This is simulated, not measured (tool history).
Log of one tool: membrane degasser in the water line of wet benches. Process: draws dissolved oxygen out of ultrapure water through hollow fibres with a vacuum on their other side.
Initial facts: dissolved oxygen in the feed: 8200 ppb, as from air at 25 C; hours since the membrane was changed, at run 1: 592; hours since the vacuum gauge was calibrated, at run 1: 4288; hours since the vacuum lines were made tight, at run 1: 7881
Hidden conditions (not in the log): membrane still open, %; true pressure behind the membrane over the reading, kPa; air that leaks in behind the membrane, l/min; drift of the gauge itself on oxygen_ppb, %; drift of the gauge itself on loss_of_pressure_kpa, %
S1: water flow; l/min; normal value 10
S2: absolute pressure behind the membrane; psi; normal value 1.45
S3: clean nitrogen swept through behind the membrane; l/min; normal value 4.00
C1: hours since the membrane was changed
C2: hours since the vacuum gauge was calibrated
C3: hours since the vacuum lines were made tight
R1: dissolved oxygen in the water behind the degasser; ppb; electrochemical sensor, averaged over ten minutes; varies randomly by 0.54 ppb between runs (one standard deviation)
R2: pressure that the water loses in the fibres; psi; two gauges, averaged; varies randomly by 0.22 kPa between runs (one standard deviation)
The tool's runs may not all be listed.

{"run": 1, "day": 0.0, "S1": 10, "S2": 1.45, "S3": 4.0, "C1": 592, "C2": 4288, "C3": 7881, "R1": 46.5, "R2": 7.848}
{"run": 2, "day": 5.162, "S1": 10, "S2": 0.96, "S3": 4.0, "C1": 716, "C2": 4412, "C3": 8005, "R1": 25.1, "R2": 7.807}
{"run": 3, "day": 10.875, "S1": 10, "S2": 0.96, "S3": 4.0, "C1": 853, "C2": 4549, "C3": 8142, "R1": 25.0, "R2": 7.826}
{"run": 4, "day": 14.675, "S1": 10, "S2": 0.96, "S3": 4.0, "C1": 944, "C2": 4641, "C3": 8233, "R1": 24.8, "R2": 7.868}
{"run": 5, "day": 19.321, "S1": 10, "S2": 1.45, "S3": 4.0, "C1": 1056, "C2": 4752, "C3": 8345, "R1": 47.9, "R2": 7.775}
{"run": 6, "day": 26.3, "S1": 10, "S2": 1.45, "S3": 4.0, "C1": 1224, "C2": 4920, "C3": 8513, "R1": 48.6, "R2": 7.807}
{"run": 7, "day": 33.904, "S1": 10, "S2": 1.45, "S3": 4.0, "C1": 1406, "C2": 5102, "C3": 8695, "R1": 47.7, "R2": 7.871}
{"run": 8, "day": 38.558, "S1": 10, "S2": 1.45, "S3": 4.0, "C1": 1518, "C2": 5214, "C3": 8807, "R1": 48.0, "R2": 7.806}
{"run": 9, "day": 45.817, "S1": 10, "S2": 1.45, "S3": 4.0, "C1": 1692, "C2": 5388, "C3": 8981, "R1": 47.6, "R2": 7.831}
{"run": 10, "day": 51.229, "S1": 10, "S2": 1.45, "S3": 9.06, "C1": 1822, "C2": 5518, "C3": 9111, "R1": 23.3, "R2": 7.836}
{"run": 11, "day": 58.479, "S1": 10, "S2": 1.45, "S3": 9.06, "C1": 1996, "C2": 5692, "C3": 9285, "R1": 23.8, "R2": 7.87}
{"run": 12, "day": 66.529, "S1": 10, "S2": 1.45, "S3": 9.06, "C1": 2189, "C2": 5885, "C3": 9478, "R1": 23.3, "R2": 7.873}
{"run": 13, "day": 74.342, "S1": 10, "S2": 1.58, "S3": 4.0, "C1": 2376, "C2": 6073, "C3": 9666, "R1": 52.6, "R2": 7.854}
{"run": 14, "day": 79.158, "S1": 10, "S2": 1.58, "S3": 4.0, "C1": 2492, "C2": 6188, "C3": 9781, "R1": 54.4, "R2": 7.884}
{"run": 15, "day": 86.917, "S1": 10, "S2": 1.58, "S3": 4.0, "C1": 2678, "C2": 6374, "C3": 9967, "R1": 53.4, "R2": 7.881}
{"run": 16, "day": 92.088, "S1": 10, "S2": 2.02, "S3": 2.21, "C1": 2802, "C2": 6498, "C3": 10091, "R1": 125.4, "R2": 7.91}
{"day": 95.675, "done": "vacuum gauge calibrated"}
{"run": 17, "day": 97.346, "S1": 10, "S2": 2.02, "S3": 2.21, "C1": 2928, "C2": 40, "C3": 10217, "R1": 124.6, "R2": 7.838}
{"run": 18, "day": 102.417, "S1": 11, "S2": 2.02, "S3": 2.21, "C1": 3050, "C2": 162, "C3": 10339, "R1": 139.4, "R2": 8.714}
{"run": 19, "day": 110.208, "S1": 11, "S2": 1.17, "S3": 4.96, "C1": 3237, "C2": 349, "C3": 10526, "R1": 33.9, "R2": 8.666}
{"run": 20, "day": 115.438, "S1": 6, "S2": 1.03, "S3": 2.39, "C1": 3362, "C2": 474, "C3": 10651, "R1": 26.2, "R2": 4.77}
{"run": 21, "day": 120.95, "S1": 10, "S2": 1.75, "S3": 4.0, "C1": 3495, "C2": 607, "C3": 10784, "R1": 61.9, "R2": 7.913}
{"run": 22, "day": 128.312, "S1": 6, "S2": 0.87, "S3": 8.42, "C1": 3671, "C2": 783, "C3": 10960, "R1": 5.4, "R2": 4.757}
{"run": 23, "day": 131.804, "S1": 6, "S2": 0.87, "S3": 8.42, "C1": 3755, "C2": 867, "C3": 11044, "R1": 5.4, "R2": 4.76}
{"run": 24, "day": 135.708, "S1": 13, "S2": 2.71, "S3": 3.03, "C1": 3849, "C2": 961, "C3": 11138, "R1": 178.1, "R2": 10.274}
{"run": 25, "day": 143.533, "S1": 8, "S2": 3.12, "S3": 2.88, "C1": 4037, "C2": 1149, "C3": 11326, "R1": 136.3, "R2": 6.351}
{"run": 26, "day": 151.517, "S1": 14, "S2": 2.06, "S3": 1.8, "C1": 4228, "C2": 1340, "C3": 11517, "R1": 224.5, "R2": 11.139}
{"run": 27, "day": 155.942, "S1": 14, "S2": 1.67, "S3": 9.08, "C1": 4334, "C2": 1446, "C3": 11623, "R1": 49.8, "R2": 11.095}

Alternative continuations, all from the tool just after run 27; predict every row:
{"run": "A", "day": 162.904, "S1": 11, "S2": 3.1, "S3": 2.83, "C1": 4502, "C2": 1614, "C3": 11791, "R1": "?", "R2": "?"}
{"run": "B", "day": 162.904, "S1": 9, "S2": 1.45, "S3": 10.79, "C1": 4502, "C2": 1614, "C3": 11791, "R1": "?", "R2": "?"}
{"run": "C", "day": 162.904, "S1": 15, "S2": 1.25, "S3": 2.31, "C1": 4502, "C2": 1614, "C3": 11791, "R1": "?", "R2": "?"}
{"run": "D", "day": 162.904, "S1": 9, "S2": 0.94, "S3": 2.58, "C1": 4502, "C2": 1614, "C3": 11791, "R1": "?", "R2": "?"}
{"run": "E", "day": 162.904, "S1": 13, "S2": 1.67, "S3": 9.08, "C1": 4502, "C2": 1614, "C3": 11791, "R1": "?", "R2": "?"}

run=A R1=188.0 R2=8.765
run=B R1=17.5 R2=7.169
run=C R1=110.2 R2=11.902
run=D R1=32.8 R2=7.216
run=E R1=43.4 R2=10.377
The same runs, with their run-to-run variation unchanged, on a tool lacking any hidden condition would have given:
run=A R1=178.2 R2=8.601
run=B R1=16.3 R2=7.036
run=C R1=105.0 R2=11.678
run=D R1=30.7 R2=7.082
run=E R1=40.6 R2=10.183
